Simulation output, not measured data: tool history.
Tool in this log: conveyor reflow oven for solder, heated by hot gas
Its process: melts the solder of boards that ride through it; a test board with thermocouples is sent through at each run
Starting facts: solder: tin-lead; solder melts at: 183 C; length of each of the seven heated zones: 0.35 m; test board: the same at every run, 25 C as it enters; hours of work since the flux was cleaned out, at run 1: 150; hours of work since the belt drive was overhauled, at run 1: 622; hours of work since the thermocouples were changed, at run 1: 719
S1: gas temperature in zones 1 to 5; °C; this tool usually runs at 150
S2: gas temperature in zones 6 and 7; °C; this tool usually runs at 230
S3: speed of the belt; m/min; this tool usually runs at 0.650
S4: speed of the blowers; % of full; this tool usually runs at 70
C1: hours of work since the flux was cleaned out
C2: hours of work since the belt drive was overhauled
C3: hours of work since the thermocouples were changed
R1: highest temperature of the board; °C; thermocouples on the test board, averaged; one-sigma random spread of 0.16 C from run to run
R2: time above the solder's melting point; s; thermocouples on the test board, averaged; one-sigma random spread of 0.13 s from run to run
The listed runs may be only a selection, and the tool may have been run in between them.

run,hour,S1,S2,S3,S4,C1,C2,C3,R1,R2
1,0.0,150,230,0.650,70,150,622,719,217.8,53.4
# hour 22.0: thermocouples of zones 6 and 7 changed
2,32.1,151,230,0.650,70,164,636,5,216.0,52.6
3,65.0,151,230,0.650,56,180,652,21,212.7,49.3
4,83.6,151,230,0.650,56,189,661,30,212.7,49.6
5,113.1,150,230,0.650,70,204,675,44,215.6,52.3
6,139.6,150,230,0.650,70,217,688,57,215.6,52.2
7,165.9,150,230,0.650,70,229,701,70,215.7,52.1
8,184.7,150,230,0.650,70,238,710,79,215.8,51.9
9,220.0,150,230,0.650,80,255,727,96,217.4,53.6
10,254.6,150,230,0.650,70,272,744,113,215.5,51.9
# hour 261.3: belt drive overhauled, speed set with a stopwatch
11,279.2,150,230,0.779,70,282,9,123,210.2,39.3
12,295.3,145,221,0.779,68,290,16,130,201.2,30.6
# hour 319.4: belt drive overhauled, speed set with a stopwatch, once more
13,327.6,145,242,0.659,68,304,4,144,223.3,52.7
14,355.6,147,230,0.596,52,317,18,158,212.3,51.4
15,386.7,147,230,0.596,52,332,33,173,212.0,51.3
16,404.5,148,230,0.651,70,341,41,181,214.0,49.3
17,426.0,143,231,0.647,70,351,52,192,214.3,48.1
18,447.8,143,231,0.647,70,362,62,202,214.4,47.8
19,477.2,142,230,0.650,85,376,76,217,215.7,48.8
20,501.8,150,229,0.777,70,388,88,229,207.9,36.6
21,525.3,150,229,0.777,66,399,100,240,207.0,35.7

How the hidden state differs across the entries between the runs, from the last listed run before each to the first after it:
Run 1 -> run 2: thermocouples of zones 6 and 7 changed (hour 22.0)
  heat that the gas passes to the board, % of a clean oven's: 94.8 -> 94.5; belt's true speed, % of the reading: 98.71 -> 98.68; true gas temperature in zones 6 and 7 over the reading, C: 1.89 -> -0.08
  measured result minus the result with no hidden state, R1: +0.8 -> -0.9 °C; R2: +1.0 -> -0.1 s
Run 10 -> run 11: belt drive overhauled, speed set with a stopwatch (hour 261.3)
  heat that the gas passes to the board, % of a clean oven's: 91.4 -> 91.1; belt's true speed, % of the reading: 98.46 -> 97.44; true gas temperature in zones 6 and 7 over the reading, C: 0.18 -> 0.2
  measured result minus the result with no hidden state, R1: -1.4 -> -1.5 °C; R2: -0.4 -> -0.3 s
Run 12 -> run 13: belt drive overhauled, speed set with a stopwatch, once more (hour 319.4)
  heat that the gas passes to the board, % of a clean oven's: 90.8 -> 90.5; belt's true speed, % of the reading: 97.42 -> 100.02; true gas temperature in zones 6 and 7 over the reading, C: 0.22 -> 0.25
  measured result minus the result with no hidden state, R1: -1.4 -> -2.5 °C; R2: -1.0 -> -1.5 s
